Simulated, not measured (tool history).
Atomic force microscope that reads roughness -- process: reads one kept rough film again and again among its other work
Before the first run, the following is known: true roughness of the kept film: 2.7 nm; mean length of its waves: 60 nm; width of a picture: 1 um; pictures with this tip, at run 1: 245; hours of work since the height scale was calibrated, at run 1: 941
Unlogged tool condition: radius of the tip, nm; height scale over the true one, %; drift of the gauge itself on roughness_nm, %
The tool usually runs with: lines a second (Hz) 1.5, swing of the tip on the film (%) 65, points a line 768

run	hour	lines a second (Hz)	swing of the tip on the film (%)	points a line	pictures with this tip	hours of work since the height scale was calibrated	roughness of the kept film (nm (root mean square))
1	0	1.5	65	768	245	941	2.442
# hour 25.8: new tip fitted
2	36.5	1.5	65	768	25	966	2.508
3	88.1	1.5	65	768	145	1002	2.472
4	135	1.5	65	768	254	1034	2.442
# hour 157.8: new tip fitted
5	175.3	1.5	65	768	40	1062	2.487
6	206.1	1.5	65	768	112	1084	2.507
7	235.4	1.5	65	878	180	1104	2.47
8	266.9	1.5	88	878	252	1126	2.295
# hour 287.1: new tip fitted
9	317.2	1.5	65	323	70	1161	2.474
10	372.3	1.5	65	396	198	1199	2.43
# hour 416: new tip fitted
11	426.8	1.5	65	396	25	1237	2.497
12	469.5	1.5	65	396	124	1267	2.466
13	520.6	1.5	65	396	243	1302	2.441
# hour 546.6: new tip fitted
14	570.8	1.5	65	396	56	1337	2.511
15	604.6	1.5	65	396	135	1361	2.464
16	648.7	1.5	65	396	237	1391	2.427
# hour 675.9: new tip fitted
17	688	1.5	65	768	28	1418	2.494
18	735.6	1.5	65	768	138	1452	2.452
# hour 805.1: new tip fitted
19	805.1	1.5	65	926	0	1500	2.499
20	864.8	1.5	65	768	139	1541	2.454
21	927.7	1.5	65	768	285	1585	2.417
# hour 935.1: new tip fitted
22	964.9	1.5	65	768	69	1611	2.475
23	1004.5	1.5	65	768	161	1639	2.464
# hour 1009.2: height scale calibrated on a step standard
24	1041.1	1.5	57	768	243	22	2.444
# hour 1066: new tip fitted
25	1085.5	2.14	65	768	45	53	2.435
26	1114.3	2.14	65	768	112	73	2.433
27	1165.7	2.14	65	768	231	109	2.384

Predict the results of run 28:
# hour 1194.4: new tip fitted
28	1196.1	0.75	78	768	4	130	?

roughness of the kept film (nm (root mean square)): 2.505
Were there no unlogged condition in the tool, this run, its random variation unchanged, would have produced roughness of the kept film (nm (root mean square)) 2.565.
